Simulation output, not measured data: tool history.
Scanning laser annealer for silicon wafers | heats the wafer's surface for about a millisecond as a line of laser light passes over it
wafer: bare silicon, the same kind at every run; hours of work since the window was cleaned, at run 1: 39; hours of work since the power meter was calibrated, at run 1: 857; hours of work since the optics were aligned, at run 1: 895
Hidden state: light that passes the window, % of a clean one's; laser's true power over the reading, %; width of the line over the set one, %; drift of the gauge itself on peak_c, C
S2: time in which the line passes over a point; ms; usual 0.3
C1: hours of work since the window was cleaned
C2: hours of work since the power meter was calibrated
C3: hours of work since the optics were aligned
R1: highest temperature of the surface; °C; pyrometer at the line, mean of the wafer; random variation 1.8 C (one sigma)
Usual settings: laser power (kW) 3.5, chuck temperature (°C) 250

run 1 hour=0 | laser_power_(kW)=3.5 S2=0.3 chuck_temperature_(°C)=250 | C1=39 C2=857 C3=895 | R1=1054
run 2 hour=20.3 | laser_power_(kW)=3.5 S2=0.3 chuck_temperature_(°C)=250 | C1=52 C2=869 C3=907 | R1=1049
run 3 hour=66.7 | laser_power_(kW)=3.5 S2=0.3 chuck_temperature_(°C)=250 | C1=80 C2=897 C3=935 | R1=1048
run 4 hour=94.4 | laser_power_(kW)=3.5 S2=0.3 chuck_temperature_(°C)=250 | C1=96 C2=914 C3=952 | R1=1048
run 5 hour=140.2 | laser_power_(kW)=3.5 S2=0.3 chuck_temperature_(°C)=250 | C1=124 C2=942 C3=980 | R1=1046
run 6 hour=167.2 | laser_power_(kW)=3.5 S2=0.3 chuck_temperature_(°C)=258 | C1=141 C2=958 C3=996 | R1=1054

Run 7 comes next. What will it give?
run 7 hour=195.6 | laser_power_(kW)=3.331 S2=0.216 chuck_temperature_(°C)=287 | C1=158 C2=975 C3=1013 | R1=?

Run 7 gave R1 945 °C.
Without the tool's hidden state the same run would have given R1 953 °C.
